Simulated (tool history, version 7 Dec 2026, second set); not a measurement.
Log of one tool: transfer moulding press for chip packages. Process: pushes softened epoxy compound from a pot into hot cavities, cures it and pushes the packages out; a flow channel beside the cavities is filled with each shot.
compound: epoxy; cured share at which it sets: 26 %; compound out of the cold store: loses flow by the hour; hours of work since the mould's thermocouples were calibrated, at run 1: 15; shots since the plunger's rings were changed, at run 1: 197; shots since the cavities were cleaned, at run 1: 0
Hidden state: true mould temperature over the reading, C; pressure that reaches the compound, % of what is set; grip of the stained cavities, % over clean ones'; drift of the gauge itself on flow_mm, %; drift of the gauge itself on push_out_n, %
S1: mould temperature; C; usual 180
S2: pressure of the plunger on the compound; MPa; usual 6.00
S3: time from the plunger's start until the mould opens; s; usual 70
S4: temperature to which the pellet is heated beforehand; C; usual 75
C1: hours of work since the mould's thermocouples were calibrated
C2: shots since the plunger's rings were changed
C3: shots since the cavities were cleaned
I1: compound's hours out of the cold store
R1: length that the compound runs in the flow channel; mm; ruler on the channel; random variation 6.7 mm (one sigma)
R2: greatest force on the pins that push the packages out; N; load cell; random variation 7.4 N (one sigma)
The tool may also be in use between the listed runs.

run   hour   S1    S2   S3  S4   C1    C2   C3    I1   R1   R2
  1    0.0  180  6.00   70  75   15   197    0  15.6  754  305
      48.8  -- cavities cleaned with cleaning compound and waxed
  2   50.4  180  6.00   70  75   45   895   22  30.0  701  326
  3   88.5  177  6.00   70  75   68  1440  567  32.0  696  787
      98.4  -- cavities cleaned with cleaning compound and waxed
  4  139.3  176  6.00   70  75   98  2144  585  22.2  725  876
     148.0  -- cavities cleaned with cleaning compound and waxed
  5  189.4  176  6.00   70  75  128  2838  590  32.3  685  825
     198.8  -- cavities cleaned with cleaning compound and waxed
  6  223.8  176  6.00   70  75  148  3308  356  39.2  679  726
     248.7  -- cavities cleaned with cleaning compound and waxed
  7  271.3  176  6.00   70  75  176  3966  323  30.6  693  719
     298.7  -- cavities cleaned with cleaning compound and waxed
  8  304.8  180  6.00   70  75  195  4422   86  15.5  723  396
     346.8  -- cavities cleaned with cleaning compound and waxed
  9  351.7  180  6.76   70  75  223  5071   69  40.6  675  334
 10  384.6  180  6.00  108  75  243  5541  539  30.4  648  386
     395.5  -- cavities cleaned with cleaning compound and waxed
 11  411.2  180  6.00  108  75  258  5901  224   8.3  720  290
 12  437.6  180  6.00   70  75  274  6278  601  12.7  710  626
     442.7  -- plunger's sealing rings changed
     446.5  -- cavities cleaned with cleaning compound and waxed
 13  481.4  180  6.00   70  75  299   532  498  33.3  699  547
     496.4  -- cavities cleaned with cleaning compound and waxed
 14  526.0  180  6.00   70  75  325  1148  423  41.8  664  530
     533.2  -- mould's thermocouples calibrated
     546.9  -- cavities cleaned with cleaning compound and waxed
 15  574.5  180  6.00   70  75   24  1790  394  45.7  654  508
     594.6  -- cavities cleaned with cleaning compound and waxed
 16  624.1  180  6.00   99  65   54  2478  422  18.9  733  365
     645.2  -- cavities cleaned with cleaning compound and waxed
 17  648.9  180  6.00   99  65   68  2810   51  32.3  690  202
 18  682.1  180  5.71   66  77   88  3285  526  21.8  686  663
     694.5  -- cavities cleaned with cleaning compound and waxed
 19  707.2  180  5.71   66  77  102  3622  180  12.5  716  487

The next listed run, before its measurement:
     746.7  -- cavities cleaned with cleaning compound and waxed
 20  757.0  180  6.99  70  73  132  4312  146  47.4   ?   ?

R1: 664 mm
R2: 373 N
Without the tool's hidden state the same run would have given R1 708 mm, R2 282 N.

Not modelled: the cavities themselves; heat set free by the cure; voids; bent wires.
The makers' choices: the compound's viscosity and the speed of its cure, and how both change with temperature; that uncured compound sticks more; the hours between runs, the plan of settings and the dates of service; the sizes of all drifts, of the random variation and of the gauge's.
